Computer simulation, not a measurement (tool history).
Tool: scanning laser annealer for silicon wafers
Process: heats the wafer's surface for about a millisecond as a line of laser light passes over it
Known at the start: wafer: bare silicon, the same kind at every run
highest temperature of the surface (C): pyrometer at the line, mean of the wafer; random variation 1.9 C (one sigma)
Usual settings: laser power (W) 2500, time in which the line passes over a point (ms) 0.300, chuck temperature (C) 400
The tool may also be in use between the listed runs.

run,day,laser power (W),time in which the line passes over a point (ms),chuck temperature (C),highest temperature of the surface (C)
1,0.000,2500,0.300,400,1238
# day 0.829: optics aligned, line set to its width
2,4.108,2500,0.300,400,1236
3,7.046,2601,0.300,400,1286
4,10.371,2601,0.300,400,1280
5,13.429,2601,0.300,400,1281
6,17.075,2500,0.300,400,1236
7,19.671,2500,0.300,400,1235
8,22.092,2500,0.300,400,1234
9,25.692,2500,0.378,400,1351
10,28.600,2500,0.378,400,1348
11,32.458,2500,0.378,400,1353
12,35.712,2500,0.300,400,1234
13,38.550,2500,0.300,400,1241
14,41.096,2500,0.300,400,1238
15,44.233,2500,0.300,400,1237
# day 44.683: window over the wafer cleaned
16,48.046,2500,0.300,400,1238
17,51.921,2500,0.300,400,1239
18,53.892,2500,0.300,400,1240
19,57.862,2500,0.300,400,1235
20,60.258,2500,0.300,400,1236
21,63.458,2500,0.300,400,1242
22,67.442,2624,0.300,397,1286
23,69.121,2624,0.300,397,1291
24,72.129,2449,0.300,398,1214
25,74.354,2192,0.232,400,1011
26,77.488,2212,0.280,406,1094
27,80.762,2617,0.300,400,1286
28,83.642,2617,0.267,430,1263
29,86.821,2736,0.300,393,1334
30,88.450,2660,0.244,400,1210
# day 90.712: optics aligned, line set to its width
31,91.008,2660,0.292,370,1266
32,93.296,2397,0.300,425,1215
33,96.704,2397,0.300,425,1215
34,100.242,2397,0.300,425,1217
35,103.575,2500,0.294,400,1227
36,107.508,2500,0.370,370,1313
# day 110.996: window over the wafer cleaned
37,111.433,2483,0.284,408,1213
38,113.483,2225,0.284,408,1105
39,116.875,2500,0.303,378,1219
40,119.008,2500,0.238,409,1146
41,122.071,2500,0.238,409,1145

Forecast each of these 3 alternatives for the next run:
A,125.125,2718,0.238,389,?
B,125.125,2435,0.238,409,?
C,125.125,2128,0.249,409,?

run,highest temperature of the surface (C)
A,1212
B,1119
C,1021
Without the tool's hidden state the same runs would have given:
run,highest temperature of the surface (C)
A,1214
B,1120
C,1021
